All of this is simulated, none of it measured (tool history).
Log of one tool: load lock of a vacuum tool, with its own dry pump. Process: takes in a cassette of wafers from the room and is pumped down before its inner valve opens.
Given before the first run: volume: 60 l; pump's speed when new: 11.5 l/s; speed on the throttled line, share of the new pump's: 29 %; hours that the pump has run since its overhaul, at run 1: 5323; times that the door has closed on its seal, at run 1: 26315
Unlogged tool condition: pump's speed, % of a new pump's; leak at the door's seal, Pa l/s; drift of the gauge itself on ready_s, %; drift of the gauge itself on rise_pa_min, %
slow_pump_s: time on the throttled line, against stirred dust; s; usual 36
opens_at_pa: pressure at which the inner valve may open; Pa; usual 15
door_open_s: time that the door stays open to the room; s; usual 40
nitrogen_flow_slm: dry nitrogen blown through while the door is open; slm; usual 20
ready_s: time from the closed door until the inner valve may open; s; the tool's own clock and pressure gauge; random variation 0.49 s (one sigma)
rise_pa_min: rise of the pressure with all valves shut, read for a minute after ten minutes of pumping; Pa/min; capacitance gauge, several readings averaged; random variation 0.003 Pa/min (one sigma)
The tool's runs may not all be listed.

| run | hour | slow_pump_s | opens_at_pa | door_open_s | nitrogen_flow_slm | hours that the pump has run since its overhaul | times that the door has closed on its seal | incoming humidity of the room's air, % | ready_s | rise_pa_min |
|---|---|---|---|---|---|---|---|---|---|---|
| 1 | 0.0 | 36 | 15 | 40 | 20 | 5323 | 26315 | 39.4 | 72.7 | 0.020 |
| 2 | 350.5 | 36 | 15 | 40 | 29 | 5673 | 26838 | 47.2 | 71.7 | 0.019 |
| 3 | 661.0 | 36 | 15 | 40 | 14 | 5984 | 27300 | 46.1 | 72.3 | 0.024 |
| 4 | 1262.5 | 36 | 15 | 36 | 14 | 6585 | 28197 | 46.9 | 72.4 | 0.025 |
| 5 | 1605.3 | 36 | 15 | 167 | 14 | 6928 | 28707 | 45.6 | 72.4 | 0.034 |
| 6 | 2267.8 | 36 | 15 | 167 | 14 | 7591 | 29695 | 45.5 | 71.4 | 0.036 |
| 7 | 2609.5 | 36 | 15 | 167 | 14 | 7932 | 30204 | 46.0 | 72.5 | 0.035 |
| 8 | 3264.4 | 36 | 15 | 167 | 14 | 8587 | 31179 | 43.8 | 72.8 | 0.035 |
| 9 | 3759.4 | 36 | 15 | 167 | 14 | 9082 | 31917 | 45.1 | 72.7 | 0.034 |
| 10 | 4105.2 | 36 | 15 | 167 | 7 | 9428 | 32432 | 43.7 | 71.3 | 0.043 |
| 11 | 4578.8 | 36 | 15 | 167 | 7 | 9901 | 33138 | 44.0 | 72.0 | 0.045 |
| 12 | 4884.5 | 32 | 15 | 167 | 23 | 10207 | 33593 | 44.7 | 69.8 | 0.030 |
| 13 | 5231.1 | 57 | 13 | 40 | 15 | 10554 | 34110 | 42.3 | 87.8 | 0.022 |
| 14 | 5818.7 | 36 | 15 | 61 | 32 | 11141 | 34985 | 45.8 | 72.3 | 0.011 |
| 15 | 6248.9 | 19 | 20 | 73 | 25 | 11572 | 35626 | 46.8 | 58.1 | 0.021 |
| 16 | 6932.5 | 36 | 15 | 52 | 19 | 12255 | 36645 | 44.5 | 72.2 | 0.021 |
| 17 | 7542.4 | 36 | 15 | 52 | 19 | 12865 | 37554 | 46.1 | 72.6 | 0.021 |

Alternative continuations, all from the tool just after run 17; predict every row:
| A | 7978.7 | 36 | 27 | 52 | 19 | 13301 | 38204 | 46.1 | ? | ? |
| B | 7978.7 | 21 | 14 | 60 | 20 | 13301 | 38204 | 44.9 | ? | ? |
| C | 7978.7 | 36 | 24 | 52 | 19 | 13301 | 38204 | 43.5 | ? | ? |

| run | ready_s | rise_pa_min |
|---|---|---|
| A | 68.5 | 0.022 |
| B | 61.9 | 0.020 |
| C | 69.3 | 0.024 |
Stripped of hidden state, with their random variation kept, the same runs would have yielded:
| run | ready_s | rise_pa_min |
|---|---|---|
| A | 68.5 | 0.021 |
| B | 61.9 | 0.019 |
| C | 69.3 | 0.024 |

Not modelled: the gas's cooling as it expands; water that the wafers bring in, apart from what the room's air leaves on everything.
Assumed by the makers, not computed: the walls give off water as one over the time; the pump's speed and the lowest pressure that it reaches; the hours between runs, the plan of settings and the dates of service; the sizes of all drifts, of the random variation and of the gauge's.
